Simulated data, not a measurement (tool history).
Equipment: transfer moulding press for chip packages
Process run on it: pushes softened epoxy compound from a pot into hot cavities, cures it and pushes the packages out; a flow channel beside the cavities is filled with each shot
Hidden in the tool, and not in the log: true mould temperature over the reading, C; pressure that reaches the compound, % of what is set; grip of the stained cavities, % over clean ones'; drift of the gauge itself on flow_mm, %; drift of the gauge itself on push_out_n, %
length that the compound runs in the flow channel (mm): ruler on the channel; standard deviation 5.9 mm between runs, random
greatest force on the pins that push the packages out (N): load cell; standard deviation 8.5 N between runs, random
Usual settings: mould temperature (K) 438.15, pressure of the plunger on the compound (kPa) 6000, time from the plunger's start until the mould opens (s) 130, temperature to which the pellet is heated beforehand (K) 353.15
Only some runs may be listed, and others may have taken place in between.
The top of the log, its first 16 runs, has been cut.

run,hour,mould temperature (K),pressure of the plunger on the compound (kPa),time from the plunger's start until the mould opens (s),temperature to which the pellet is heated beforehand (K),hours of work since the mould's thermocouples were calibrated,shots since the plunger's rings were changed,shots since the cavities were cleaned,incoming compound's hours out of the cold store,length that the compound runs in the flow channel (mm),greatest force on the pins that push the packages out (N)
17,188.9,438.15,6000,113,353.15,389,1985,541,37.0,749,577
# hour 194.1: cavities cleaned with cleaning compound and waxed
18,197.3,438.15,6000,142,353.15,394,2049,29,36.5,751,373
19,204.7,438.15,6000,142,353.15,399,2118,98,10.5,829,401
20,221.0,438.15,6000,142,353.15,409,2270,250,28.3,774,448
21,230.0,438.15,6000,142,353.15,415,2353,333,23.9,786,481
22,238.5,438.15,4640,149,350.15,421,2432,412,39.9,651,497
23,246.4,438.15,4640,149,350.15,426,2506,486,11.0,742,518
# hour 256.5: cavities cleaned with cleaning compound and waxed
24,262.0,430.15,6000,110,353.15,436,2636,50,33.1,769,744
25,272.2,438.15,6000,168,351.15,443,2731,145,44.5,725,400
26,287.3,442.15,4930,119,360.15,453,2872,286,18.5,723,472
27,295.2,442.15,5190,119,355.15,458,2945,359,23.7,718,475
28,303.5,438.15,5010,130,349.15,464,3022,436,20.2,727,532
# hour 319.0: cavities cleaned with cleaning compound and waxed
29,321.3,438.15,5220,130,349.15,474,3173,21,20.4,742,376
30,333.2,438.15,5220,130,349.15,482,3284,132,9.5,762,438

Consider 3 possible next runs. They are alternatives, not a sequence: every one starts from the tool as it was left by run 30. What does each give?
A,349.0,438.15,5220,123,349.15,493,3430,278,46.9,?,?
B,349.0,440.15,6000,140,353.15,493,3430,278,45.5,?,?
C,349.0,438.15,5310,169,353.15,493,3430,278,33.4,?,?

run,length that the compound runs in the flow channel (mm),greatest force on the pins that push the packages out (N)
A,645,476
B,702,454
C,711,471
Without the tool's hidden state the same runs would have given:
run,length that the compound runs in the flow channel (mm),greatest force on the pins that push the packages out (N)
A,676,378
B,735,352
C,744,366
